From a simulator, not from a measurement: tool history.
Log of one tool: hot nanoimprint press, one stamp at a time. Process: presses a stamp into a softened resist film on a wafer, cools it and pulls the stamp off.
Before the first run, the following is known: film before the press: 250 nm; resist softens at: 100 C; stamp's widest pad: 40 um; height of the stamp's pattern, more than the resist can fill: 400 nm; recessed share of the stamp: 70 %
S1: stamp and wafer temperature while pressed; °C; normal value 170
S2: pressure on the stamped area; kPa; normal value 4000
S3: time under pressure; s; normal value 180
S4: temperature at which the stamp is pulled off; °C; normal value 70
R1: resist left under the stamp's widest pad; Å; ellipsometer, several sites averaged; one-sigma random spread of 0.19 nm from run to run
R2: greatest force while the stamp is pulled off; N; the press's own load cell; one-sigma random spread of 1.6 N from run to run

run  hour   S1    S2   S3  S4    R1   R2
  1   0.0  170  4000  180  70  1372  127
  2   6.0  170  4000  180  70  1369  129
     16.8  -- stamp cleaned and given a new release coat
     20.7  -- plate thermocouple calibrated
  3  20.8  170  4000  180  70  1344   89
  4  27.6  170  4000  180  70  1347   90
  5  38.8  170  4000  180  72  1345   89
  6  47.9  170  4000  180  72  1341   91
  7  55.6  170  4000  180  72  1339   91
     65.2  -- plate thermocouple calibrated, once more
  8  68.4  161  3960  172  72  1833   95
  9  75.8  161  3960  205  75  1758   87
 10  83.2  161  3960  205  75  1760   87

Forecast run 11:
 11  89.8  179  3740  118  62   ?   ?

R1: 1309 Å
R2: 122 N
Take away the tool's hidden state, keep the run-to-run variation as it was, and the same run would have given R1 1304 Å, R2 112 N.
